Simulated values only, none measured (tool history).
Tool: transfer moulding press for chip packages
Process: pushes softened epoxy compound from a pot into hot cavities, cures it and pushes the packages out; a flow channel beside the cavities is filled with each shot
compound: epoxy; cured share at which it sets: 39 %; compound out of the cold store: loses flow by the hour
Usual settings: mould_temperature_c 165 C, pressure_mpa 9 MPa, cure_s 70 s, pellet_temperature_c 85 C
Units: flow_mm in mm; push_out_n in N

run	hour	mould_temperature_c	pressure_mpa	cure_s	pellet_temperature_c	incoming compound's hours out of the cold store	flow_mm	push_out_n
1	0	165	9	70	85	42.7	813	717
2	11.7	165	9	74	85	46.9	811	633
3	25.4	165	9	74	85	28.8	885	708
# hour 29.8: cavities cleaned with cleaning compound and waxed
4	35.9	165	9	74	85	40.6	830	506
5	49.3	165	9	74	85	16.2	954	652
6	56.6	165	9	74	85	10.8	992	669
7	72.4	165	9	74	85	39.5	826	670
8	86.3	165	6.9	74	85	44.6	694	687
# hour 94.8: cavities cleaned with cleaning compound and waxed
9	105.2	165	9	90	85	26.4	897	470
10	117.4	167	9	70	85	35.5	840	603
11	130.1	167	9	70	85	43.3	800	655
12	137.9	167	9	70	85	13.6	953	732
13	155.2	165	9	58	85	38.1	837	1156
# hour 158.3: mould's thermocouples calibrated
# hour 161.4: cavities cleaned with cleaning compound and waxed
14	173	165	9.77	58	85	34.6	872	934
15	181.3	165	9.77	58	85	34.7	864	986
16	198.3	161	9.28	58	93	44.5	804	1287
17	208.8	166	9	70	85	16.4	925	711
18	223.4	166	9	70	76	38.9	800	725
# hour 226.3: cavities cleaned with cleaning compound and waxed
19	237	165	9	95	88	27.1	866	443
20	252.9	163	9	70	85	32.5	835	699
# hour 257.2: mould's thermocouples calibrated, once more
21	270.6	165	9	59	94	39.2	796	1048
22	279.9	165	9	59	94	37.6	800	1103
# hour 292.6: cavities cleaned with cleaning compound and waxed
23	293.1	165	9	59	94	41.9	793	751
# hour 300.3: plunger's sealing rings changed
24	309	170	9	97	94	16.7	949	428
25	323.6	159	8.94	72	82	13.4	993	1079
26	336.5	167	9.42	72	82	39.5	856	641
27	350.6	169	7.58	53	76	28.3	815	1348
# hour 359.6: cavities cleaned with cleaning compound and waxed
28	362	169	7.58	54	94	15.4	877	823

Some steps in flow_mm between neighbouring runs. How much of each would the tool show without its hidden state too (settings, what came in, random variation), and how much is left for the hidden state, with any gauge scatter that isn't in both results?
The hidden state here: true mould temperature over the reading, C; pressure that reaches the compound, % of what is set; grip of the stained cavities, % over clean ones'; drift of the gauge itself on flow_mm, %; drift of the gauge itself on push_out_n, %.
Run 6 -> 7: no setting changed, nothing entered. flow_mm -166 mm: hidden state -1, all else -165.
Run 8 -> 9: pressure_mpa 6.9 -> 9, cure_s 74 -> 90, cavities cleaned with cleaning compound and waxed. flow_mm +203 mm: hidden state -7, all else +210.
Run 23 -> 24: mould_temperature_c 165 -> 170, cure_s 59 -> 97, plunger's sealing rings changed. flow_mm +156 mm: hidden state +48, all else +108.
